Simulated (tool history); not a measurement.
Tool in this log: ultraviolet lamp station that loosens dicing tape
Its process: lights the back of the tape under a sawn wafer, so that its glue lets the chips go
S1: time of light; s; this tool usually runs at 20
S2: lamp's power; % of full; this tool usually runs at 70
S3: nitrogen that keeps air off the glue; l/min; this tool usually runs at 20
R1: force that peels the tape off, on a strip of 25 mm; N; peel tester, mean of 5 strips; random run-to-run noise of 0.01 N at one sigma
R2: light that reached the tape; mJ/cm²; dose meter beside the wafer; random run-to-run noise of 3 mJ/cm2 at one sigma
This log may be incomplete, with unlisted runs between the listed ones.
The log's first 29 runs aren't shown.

run 30 hour=199.6 | S1=34 S2=66 S3=20 | R1=0.252 R2=599
run 31 hour=208.6 | S1=34 S2=66 S3=20 | R1=0.258 R2=606
-- hour=212.5 window cleaned of glue's vapour, once more
run 32 hour=218.0 | S1=18 S2=70 S3=20 | R1=0.590 R2=376
run 33 hour=226.4 | S1=40 S2=66 S3=8 | R1=0.283 R2=784
run 34 hour=234.3 | S1=40 S2=66 S3=8 | R1=0.284 R2=786
run 35 hour=243.0 | S1=34 S2=78 S3=10 | R1=0.251 R2=788
run 36 hour=248.8 | S1=19 S2=79 S3=6 | R1=0.922 R2=446
run 37 hour=257.4 | S1=27 S2=77 S3=14 | R1=0.312 R2=621
run 38 hour=266.2 | S1=24 S2=77 S3=13 | R1=0.407 R2=548
run 39 hour=273.4 | S1=24 S2=77 S3=13 | R1=0.386 R2=544
run 40 hour=282.9 | S1=28 S2=95 S3=20 | R1=0.167 R2=775
run 41 hour=292.1 | S1=28 S2=95 S3=20 | R1=0.154 R2=778
run 42 hour=301.4 | S1=20 S2=62 S3=10 | R1=0.918 R2=366
run 43 hour=306.0 | S1=13 S2=70 S3=21 | R1=0.991 R2=267

Predict each of these 3 candidate next runs independently; none follows another, all start after run 43:
run A hour=313.5 | S1=39 S2=70 S3=14 | R1=? R2=?
run B hour=313.5 | S1=13 S2=99 S3=26 | R1=? R2=?
run C hour=313.5 | S1=14 S2=61 S3=25 | R1=? R2=?

run=A R1=0.189 R2=801
run=B R1=0.535 R2=378
run=C R1=1.027 R2=247
Had the tool no hidden state, the same runs would have come out as:
run=A R1=0.166 R2=873
run=B R1=0.458 R2=411
run=C R1=0.913 R2=269
